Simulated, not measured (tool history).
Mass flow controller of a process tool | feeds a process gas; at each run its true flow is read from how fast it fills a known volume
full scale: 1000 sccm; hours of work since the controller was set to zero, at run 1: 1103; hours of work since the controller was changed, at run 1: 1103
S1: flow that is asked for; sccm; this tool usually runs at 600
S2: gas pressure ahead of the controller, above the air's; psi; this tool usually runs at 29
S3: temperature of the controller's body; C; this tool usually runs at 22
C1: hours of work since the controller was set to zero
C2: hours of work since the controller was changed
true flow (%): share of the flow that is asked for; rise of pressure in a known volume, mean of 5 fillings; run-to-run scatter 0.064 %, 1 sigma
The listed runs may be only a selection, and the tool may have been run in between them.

run 1 hour=0 | S1=600 S2=29 S3=22 | C1=1103 C2=1103 | true_flow_(%)=97.69
run 2 hour=260 | S1=600 S2=29 S3=22 | C1=1237 C2=1237 | true_flow_(%)=97.63
run 3 hour=539 | S1=600 S2=29 S3=22 | C1=1382 C2=1382 | true_flow_(%)=97.54
run 4 hour=664.2 | S1=600 S2=29 S3=22 | C1=1447 C2=1447 | true_flow_(%)=97.46
run 5 hour=825.1 | S1=600 S2=29 S3=22 | C1=1530 C2=1530 | true_flow_(%)=97.48
run 6 hour=1015.3 | S1=600 S2=29 S3=22 | C1=1629 C2=1629 | true_flow_(%)=97.29
run 7 hour=1296.5 | S1=600 S2=29 S3=22 | C1=1774 C2=1774 | true_flow_(%)=97.5
run 8 hour=1416.5 | S1=600 S2=29 S3=22 | C1=1837 C2=1837 | true_flow_(%)=97.43
run 9 hour=1651.1 | S1=600 S2=29 S3=22 | C1=1958 C2=1958 | true_flow_(%)=97.42
run 10 hour=1832 | S1=600 S2=29 S3=22 | C1=2052 C2=2052 | true_flow_(%)=97.5
run 11 hour=2003.2 | S1=600 S2=29 S3=22 | C1=2141 C2=2141 | true_flow_(%)=97.26
run 12 hour=2263.7 | S1=600 S2=29 S3=22 | C1=2276 C2=2276 | true_flow_(%)=97.38
run 13 hour=2454 | S1=888 S2=29 S3=22 | C1=2374 C2=2374 | true_flow_(%)=98.5
run 14 hour=2714.3 | S1=888 S2=29 S3=22 | C1=2509 C2=2509 | true_flow_(%)=98.54
run 15 hour=2991.3 | S1=888 S2=29 S3=22 | C1=2653 C2=2653 | true_flow_(%)=98.52
run 16 hour=3120.7 | S1=120 S2=29 S3=22 | C1=2720 C2=2720 | true_flow_(%)=92.13
run 17 hour=3368.7 | S1=600 S2=28.4 S3=22 | C1=2848 C2=2848 | true_flow_(%)=97.15
run 18 hour=3525.9 | S1=114 S2=20.7 S3=22 | C1=2930 C2=2930 | true_flow_(%)=91.77
run 19 hour=3679.7 | S1=125 S2=29 S3=29 | C1=3009 C2=3009 | true_flow_(%)=92.54
run 20 hour=3952 | S1=125 S2=29 S3=29 | C1=3151 C2=3151 | true_flow_(%)=92.19
run 21 hour=4166.6 | S1=964 S2=32.6 S3=25 | C1=3262 C2=3262 | true_flow_(%)=98.92
run 22 hour=4425.2 | S1=266 S2=24.8 S3=25 | C1=3396 C2=3396 | true_flow_(%)=95.09
run 23 hour=4692.1 | S1=597 S2=25.5 S3=22 | C1=3534 C2=3534 | true_flow_(%)=97.15
run 24 hour=4829 | S1=597 S2=25.8 S3=22 | C1=3605 C2=3605 | true_flow_(%)=97.33
run 25 hour=4985.5 | S1=195 S2=33.5 S3=22 | C1=3686 C2=3686 | true_flow_(%)=92.98
run 26 hour=5109.7 | S1=166 S2=25.1 S3=27 | C1=3751 C2=3751 | true_flow_(%)=92.95
run 27 hour=5328.6 | S1=106 S2=22.5 S3=30 | C1=3864 C2=3864 | true_flow_(%)=90.5
run 28 hour=5571.6 | S1=106 S2=22.5 S3=30 | C1=3990 C2=3990 | true_flow_(%)=90.31
run 29 hour=5714.6 | S1=358 S2=38.3 S3=33 | C1=4064 C2=4064 | true_flow_(%)=95.96
run 30 hour=5993.7 | S1=600 S2=27.1 S3=22 | C1=4209 C2=4209 | true_flow_(%)=96.96
run 31 hour=6111.4 | S1=126 S2=26 S3=39 | C1=4270 C2=4270 | true_flow_(%)=91.82
run 32 hour=6317.1 | S1=227 S2=33.1 S3=36 | C1=4376 C2=4376 | true_flow_(%)=94.54
run 33 hour=6457.4 | S1=227 S2=33.1 S3=36 | C1=4449 C2=4449 | true_flow_(%)=94.47
run 34 hour=6731 | S1=227 S2=33.1 S3=23 | C1=4591 C2=4591 | true_flow_(%)=93.02

What if the next run were any one of these 5? Each begins from the tool's condition after run 34:
run A hour=6879.2 | S1=227 S2=36 S3=23 | C1=4668 C2=4668 | true_flow_(%)=?
run B hour=6879.2 | S1=227 S2=33.1 S3=39 | C1=4668 C2=4668 | true_flow_(%)=?
run C hour=6879.2 | S1=120 S2=39.5 S3=34 | C1=4668 C2=4668 | true_flow_(%)=?
run D hour=6879.2 | S1=600 S2=25.2 S3=22 | C1=4668 C2=4668 | true_flow_(%)=?
run E hour=6879.2 | S1=130 S2=29.7 S3=27 | C1=4668 C2=4668 | true_flow_(%)=?

run=A true_flow_(%)=92.87
run=B true_flow_(%)=94.62
run=C true_flow_(%)=89.94
run=D true_flow_(%)=96.95
run=E true_flow_(%)=90.01
Without the tool's hidden state the same runs would have given:
run=A true_flow_(%)=96.93
run=B true_flow_(%)=98.68
run=C true_flow_(%)=97.61
run=D true_flow_(%)=98.5
run=E true_flow_(%)=97.09

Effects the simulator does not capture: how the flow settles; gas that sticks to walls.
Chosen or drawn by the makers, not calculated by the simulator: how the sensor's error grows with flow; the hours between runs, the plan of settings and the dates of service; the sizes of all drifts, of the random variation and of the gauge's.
